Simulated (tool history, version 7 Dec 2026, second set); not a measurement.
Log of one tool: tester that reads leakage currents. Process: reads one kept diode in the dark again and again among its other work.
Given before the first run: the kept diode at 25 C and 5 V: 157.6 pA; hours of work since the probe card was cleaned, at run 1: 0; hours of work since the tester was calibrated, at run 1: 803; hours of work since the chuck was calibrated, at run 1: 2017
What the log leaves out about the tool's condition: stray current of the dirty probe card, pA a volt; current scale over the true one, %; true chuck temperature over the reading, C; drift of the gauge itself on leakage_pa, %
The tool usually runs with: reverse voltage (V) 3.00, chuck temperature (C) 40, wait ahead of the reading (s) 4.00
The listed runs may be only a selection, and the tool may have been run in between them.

run,hour,reverse voltage (V),chuck temperature (C),wait ahead of the reading (s),hours of work since the probe card was cleaned,hours of work since the tester was calibrated,hours of work since the chuck was calibrated,current that the tester gives (pA)
1,0.0,3.00,40,4.00,0,803,2017,395.54
2,97.7,1.87,40,4.00,41,844,2058,303.92
# hour 176.8: chuck's temperature calibrated
3,201.8,1.87,40,4.39,84,886,10,303.19
4,373.5,1.87,40,4.39,156,958,82,303.63
5,541.5,7.63,40,4.39,226,1029,153,675.74
6,651.1,7.63,40,0.46,272,1075,199,675.07
7,748.0,7.63,40,1.19,313,1115,239,673.86
8,925.1,7.63,40,1.19,387,1189,313,674.00
9,1044.2,7.63,40,4.40,437,1239,363,673.34
10,1223.2,7.63,40,4.40,512,1314,438,671.86
11,1383.9,7.63,40,4.40,579,1382,506,673.98
12,1498.2,3.00,38,4.00,627,1429,554,340.11
13,1644.6,3.00,38,4.00,688,1491,615,337.60
14,1747.0,3.00,38,4.00,731,1534,658,338.78
15,1894.5,3.00,38,4.00,793,1595,720,340.66
16,2013.3,3.00,40,4.00,843,1645,769,397.01
17,2178.7,3.00,40,4.00,912,1714,839,397.71
18,2328.4,3.00,40,1.68,975,1777,901,395.30
19,2465.3,3.00,40,1.68,1032,1835,959,395.75
20,2557.8,3.00,40,1.68,1071,1873,997,395.34
21,2634.3,3.00,56,0.72,1103,1905,1029,1280.04
22,2719.4,7.63,34,0.36,1138,1941,1065,425.87
23,2813.0,7.63,34,0.36,1178,1980,1104,425.27
24,2988.3,1.52,25,1.27,1251,2054,1178,80.35
25,3075.5,1.52,40,4.00,1288,2090,1214,270.17
26,3194.2,17.23,40,0.73,1337,2140,1264,1074.45
27,3363.6,3.00,20,4.00,1408,2211,1335,76.72
28,3471.5,2.74,40,4.00,1453,2256,1380,376.22
29,3594.3,6.16,50,4.00,1505,2308,1432,1262.47
30,3714.6,6.16,50,4.00,1555,2358,1482,1263.12
31,3835.9,18.91,40,0.39,1606,2409,1533,1142.84
32,3910.8,18.91,40,0.39,1637,2440,1564,1141.55
33,4029.6,18.91,26,4.12,1687,2490,1614,367.58
34,4112.3,8.90,33,1.68,1722,2525,1649,425.93
35,4280.8,8.90,33,1.68,1793,2595,1719,424.85
36,4422.7,8.90,33,1.68,1852,2655,1779,426.24
37,4511.6,4.52,33,1.68,1889,2692,1816,289.93
38,4635.8,3.48,22,0.93,1941,2744,1868,99.97
39,4794.7,1.66,22,1.06,2008,2810,1935,65.65
40,4883.4,12.13,43,1.33,2045,2848,1972,1106.85

Alternative continuations, all from the tool just after run 40; predict every row:
A,5036.5,1.44,43,1.33,2109,2912,2036,?
B,5036.5,19.21,40,0.59,2109,2912,2036,?
C,5036.5,1.59,43,1.33,2109,2912,2036,?

run,current that the tester gives (pA)
A,327.98
B,1145.13
C,348.09
Without the tool's hidden state the same runs would have given:
run,current that the tester gives (pA)
A,327.60
B,1143.59
C,347.69

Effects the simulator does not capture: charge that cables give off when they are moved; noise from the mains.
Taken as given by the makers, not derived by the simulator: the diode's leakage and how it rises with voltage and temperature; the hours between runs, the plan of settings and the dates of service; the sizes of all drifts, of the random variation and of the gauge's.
